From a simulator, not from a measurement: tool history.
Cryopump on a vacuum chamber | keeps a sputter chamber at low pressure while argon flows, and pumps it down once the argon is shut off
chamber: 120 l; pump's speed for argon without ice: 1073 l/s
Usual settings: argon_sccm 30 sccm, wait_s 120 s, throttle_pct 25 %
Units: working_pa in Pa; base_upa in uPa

| run | hour | argon_sccm | wait_s | throttle_pct | working_pa | base_upa |
|---|---|---|---|---|---|---|
| 1 | 0.0 | 30 | 120 | 25 | 0.1925 | 2.74 |
|  | 18.0 | leaking fittings of the chamber tightened, without venting |
| 2 | 61.1 | 30 | 120 | 25 | 0.1942 | 0.81 |
| 3 | 158.0 | 30 | 120 | 25 | 0.1946 | 0.95 |
| 4 | 255.2 | 30 | 120 | 25 | 0.1960 | 1.03 |
| 5 | 335.6 | 30 | 120 | 25 | 0.1965 | 1.06 |
| 6 | 412.5 | 30 | 120 | 25 | 0.1969 | 1.15 |
| 7 | 476.3 | 30 | 120 | 25 | 0.1971 | 1.18 |
| 8 | 544.8 | 30 | 22 | 25 | 0.1970 | 3.33 |
| 9 | 633.4 | 30 | 22 | 25 | 0.1992 | 3.35 |
| 10 | 717.4 | 33 | 120 | 25 | 0.2195 | 1.37 |
|  | 758.8 | pump warmed up, emptied and cooled again |
| 11 | 773.4 | 33 | 120 | 25 | 0.2093 | 1.25 |
| 12 | 817.1 | 30 | 120 | 28 | 0.1697 | 1.32 |
| 13 | 895.5 | 30 | 120 | 28 | 0.1712 | 1.33 |
| 14 | 988.7 | 30 | 120 | 28 | 0.1712 | 1.38 |
| 15 | 1086.9 | 30 | 120 | 28 | 0.1737 | 1.49 |
| 16 | 1173.4 | 30 | 120 | 28 | 0.1730 | 1.57 |
| 17 | 1237.9 | 30 | 120 | 28 | 0.1736 | 1.64 |
| 18 | 1337.2 | 30 | 120 | 21 | 0.2316 | 1.71 |
| 19 | 1434.6 | 30 | 120 | 21 | 0.2329 | 1.73 |
| 20 | 1503.0 | 24 | 66 | 25 | 0.1564 | 2.23 |
| 21 | 1583.4 | 24 | 66 | 25 | 0.1571 | 2.35 |
| 22 | 1650.7 | 30 | 55 | 38 | 0.1332 | 2.56 |
| 23 | 1750.6 | 52 | 120 | 40 | 0.2198 | 2.11 |
| 24 | 1809.9 | 30 | 262 | 25 | 0.1993 | 1.89 |
| 25 | 1854.8 | 30 | 262 | 25 | 0.1997 | 1.98 |
| 26 | 1916.9 | 30 | 262 | 25 | 0.2001 | 1.99 |
| 27 | 1965.7 | 33 | 262 | 22 | 0.2495 | 2.08 |
|  | 2014.8 | pump warmed up, emptied and cooled again |
| 28 | 2057.7 | 28 | 40 | 31 | 0.1441 | 2.93 |
| 29 | 2113.8 | 31 | 120 | 21 | 0.2344 | 2.07 |
| 30 | 2161.7 | 31 | 120 | 21 | 0.2361 | 2.11 |
| 31 | 2208.6 | 31 | 120 | 21 | 0.2349 | 2.20 |
| 32 | 2263.7 | 35 | 120 | 21 | 0.2666 | 2.18 |
| 33 | 2350.7 | 19 | 73 | 25 | 0.1229 | 2.65 |
| 34 | 2407.8 | 16 | 179 | 58 | 0.0452 | 2.16 |

Hidden state or all else? Some run-to-run changes of working_pa, split into what the settings, what came in and random variation would give without the hidden state, and what is left for the hidden state (with any gauge scatter that isn't in both results):
The hidden state here: pump's speed, % of a pump's without ice; cold plate's temperature, K; leak into the chamber, uPa l/s; drift of the gauge itself on working_pa, %; drift of the gauge itself on base_upa, %.
Run 10 -> 11: pump warmed up, emptied and cooled again. working_pa -0.0102 Pa: hidden state -0.0115, all else +0.0013.
Run 22 -> 23: argon_sccm 30 -> 52, wait_s 55 -> 120, throttle_pct 38 -> 40. working_pa +0.0866 Pa: hidden state +0.0078, all else +0.0788.
Run 27 -> 28: argon_sccm 33 -> 28, wait_s 262 -> 40, throttle_pct 22 -> 31, pump warmed up, emptied and cooled again. working_pa -0.1054 Pa: hidden state -0.0116, all else -0.0938.
Run 28 -> 29: argon_sccm 28 -> 31, wait_s 40 -> 120, throttle_pct 31 -> 21. working_pa +0.0903 Pa: hidden state +0.0004, all else +0.0899.
Run 32 -> 33: argon_sccm 35 -> 19, wait_s 120 -> 73, throttle_pct 21 -> 25. working_pa -0.1437 Pa: hidden state -0.0011, all else -0.1426.
